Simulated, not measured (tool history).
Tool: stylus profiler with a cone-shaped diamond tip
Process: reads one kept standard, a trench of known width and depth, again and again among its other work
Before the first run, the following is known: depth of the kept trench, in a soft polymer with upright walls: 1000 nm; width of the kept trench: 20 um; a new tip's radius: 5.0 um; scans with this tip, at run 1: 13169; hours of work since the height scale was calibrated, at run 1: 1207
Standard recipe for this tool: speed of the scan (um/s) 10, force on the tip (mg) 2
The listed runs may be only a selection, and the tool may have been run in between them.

run,hour,speed of the scan (um/s),force on the tip (mg),scans with this tip,hours of work since the height scale was calibrated,depth of the trench (nm),width of the trench's floor (µm)
1,0,10,2,13169,1207,1017.01,11.38
2,29.9,10,1.23,13374,1226,1013.92,11.27
3,75.5,10,3.37,13685,1254,1021.77,11.31
4,134.4,10,3.37,14088,1291,1022.01,11.18
5,165.1,10,3.37,14297,1310,1021.6,11.18
6,227.9,10,2.25,14726,1350,1018.43,11.13
7,289.5,10,2,15148,1388,1017.6,11.05
8,337.4,10,2,15474,1418,1017.74,10.94
9,394.3,3,2,15864,1454,1017.88,10.97
10,452.4,3,0.74,16261,1490,1012.84,10.94
11,512.8,3,0.74,16673,1528,1013.07,10.82
12,567.9,3,0.74,17050,1563,1012.92,10.79
13,605.6,3,0.74,17308,1586,1012.96,10.78
14,660.7,3,2.95,17684,1621,1021.72,10.73
15,724.4,3,2.95,18119,1661,1022.18,10.65
16,772.4,7,1.55,18447,1691,1017.25,10.55
# hour 790.2: height scale calibrated on a step standard
17,817.8,7,1.55,18754,17,1009.19,10.54
18,883.1,7,1.94,19200,58,1009.85,10.48
19,951.8,10,2.42,19670,101,1011.89,10.35
20,1004.3,7,5.62,20029,134,1021.48,10.3
21,1044.8,10,3.23,20305,159,1015.41,10.25
22,1085.6,10,3.23,20584,185,1015.28,10.21
# hour 1142: new tip fitted, height scale calibrated
23,1152.6,29,3.23,72,7,1015.17,13.78
24,1191.2,29,3.23,336,31,1015.28,13.69
25,1253.4,19,1.05,761,70,1007.35,13.57
26,1297.6,19,1.05,1064,97,1007.44,13.45
27,1364,19,1.05,1517,139,1007.84,13.38
28,1411.5,3,1.05,1841,169,1007.79,13.46
29,1450.2,25,0.92,2106,193,1007.18,13.17
30,1503.8,15,2.31,2472,227,1012.95,13.28

Each row is a separate what-if for the run after 30, all from the same tool condition, not one after another. Results?
A,1549.8,3,1.45,2787,255,?,?
B,1549.8,8,2.66,2787,255,?,?
C,1549.8,7,2.31,2787,255,?,?
D,1549.8,8,2,2787,255,?,?

run,depth of the trench (nm),width of the trench's floor (µm)
A,1009.88,13.25
B,1013.86,13.25
C,1013.35,13.29
D,1012.08,13.24
Take away the tool's hidden state, keep each run's random variation, and the runs would have read:
run,depth of the trench (nm),width of the trench's floor (µm)
A,1008.63,13.96
B,1012.61,13.96
C,1012.1,13.99
D,1010.83,13.94
